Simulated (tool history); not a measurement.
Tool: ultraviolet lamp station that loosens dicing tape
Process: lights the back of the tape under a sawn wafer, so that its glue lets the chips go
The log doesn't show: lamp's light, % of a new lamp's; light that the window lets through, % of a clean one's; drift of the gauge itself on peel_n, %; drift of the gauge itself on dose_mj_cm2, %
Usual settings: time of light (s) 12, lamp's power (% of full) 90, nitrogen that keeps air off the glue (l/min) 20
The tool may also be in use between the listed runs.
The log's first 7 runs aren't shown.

run   hour  time of light (s)  lamp's power (% of full)  nitrogen that keeps air off the glue (l/min)  hours of work of the lamp  hours of work since the window was cleaned  force that peels the tape off (N)  light that reached the tape (mJ/cm²)
  8  293.4                 12                        90                                            11                         49                                         201                              0.649                                   327
  9  327.6                 20                        90                                            11                         74                                         226                              0.280                                   538
     368.5  -- window cleaned of glue's vapour, once more
 10  387.1                 20                        90                                            11                        117                                          14                              0.224                                   662
 11  439.9                 20                        90                                            11                        156                                          52                              0.236                                   647
 12  483.8                 20                        90                                            11                        188                                          84                              0.233                                   629
 13  548.3                 20                        90                                            11                        235                                         132                              0.257                                   619
 14  598.5                 20                        73                                            11                        272                                         168                              0.322                                   486
 15  655.6                 12                        90                                            20                        314                                         210                              0.421                                   352
 16  704.4                 12                        90                                            39                        349                                         246                              0.362                                   338

The next listed run, before its measurement:
 17  761.7                  6                        81                                             7                        391                                         288                                  ?                                     ?

Run 17 gave force that peels the tape off (N) 2.745, light that reached the tape (mJ/cm²) 149.
Without the tool's hidden state the same run would have given force that peels the tape off (N) 2.007, light that reached the tape (mJ/cm²) 193.
